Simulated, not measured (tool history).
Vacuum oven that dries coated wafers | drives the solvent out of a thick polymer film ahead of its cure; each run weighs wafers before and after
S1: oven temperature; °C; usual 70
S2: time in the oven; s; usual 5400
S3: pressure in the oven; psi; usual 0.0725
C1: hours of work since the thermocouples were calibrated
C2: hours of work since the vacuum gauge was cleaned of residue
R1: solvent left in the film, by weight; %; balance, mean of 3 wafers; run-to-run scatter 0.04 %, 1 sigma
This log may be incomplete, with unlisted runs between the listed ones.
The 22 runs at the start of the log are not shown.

run    hour  S1    S2      S3   C1   C2    R1
 23   594.9  70  4740  0.0725  180  533  2.02
 24   612.1  70  4740  0.0725  188  541  1.97
 25   629.8  70  4740  0.0725  195  549  1.95
 26   658.1  70  3900  0.2421  208  561  3.30
 27   695.9  67  3120  0.2316  224  577  5.51
 28   718.4  63  5880  0.1057  234  587  3.80
 29   744.5  63  5880  0.1057  245  599  3.83
 30   780.5  70  6300  0.0587  261  614  1.11
 31   807.2  65  5640  0.0377  272  626  2.84
 32   831.5  70  9000  0.1310  283  636  0.83
 33   852.3  70  9000  0.1310  292  645  0.88
 34   892.8  70  9000  0.1310  310  663  0.81
 35   927.6  70  9000  0.1310  325  678  0.84
 36   954.3  68  5640  0.2756  336  690  2.91
 37   980.1  68  3180  0.2756  348  701  5.32
 38  1019.1  70  3000  0.2167  365  718  4.53
 39  1036.3  70  3000  0.2167  372  725  4.48
 40  1067.9  62  5400  0.0725  386  739  4.49
 41  1090.4  62  5400  0.0725  396  749  4.45
 42  1108.7  59  3060  0.0725  404  757  8.75
 43  1125.5  59  3180  0.0725  411  764  8.32
 44  1166.8  74  8040  0.1331  429  782  0.59
 45  1196.9  74  4920  0.0468  442  795  0.84
 46  1229.4  84  4920  0.1036  456  809  0.34
 47  1248.7  77  5400  0.0377  464  818  0.30

Consider 4 possible next runs. They are alternatives, not a sequence: every one starts from the tool as it was left by run 47. What does each give?
  A  1285.8  61  7560  0.2529  481  834   ?
  B  1285.8  70  2820  0.0725  481  834   ?
  C  1285.8  58  2820  0.0643  481  834   ?
  D  1285.8  77  5400  0.1687  481  834   ?

run    R1
  A  4.36
  B  4.23
  C  9.24
  D  0.78
Without the tool's hidden state the same runs would have given:
run    R1
  A  4.33
  B  4.21
  C  9.21
  D  0.77
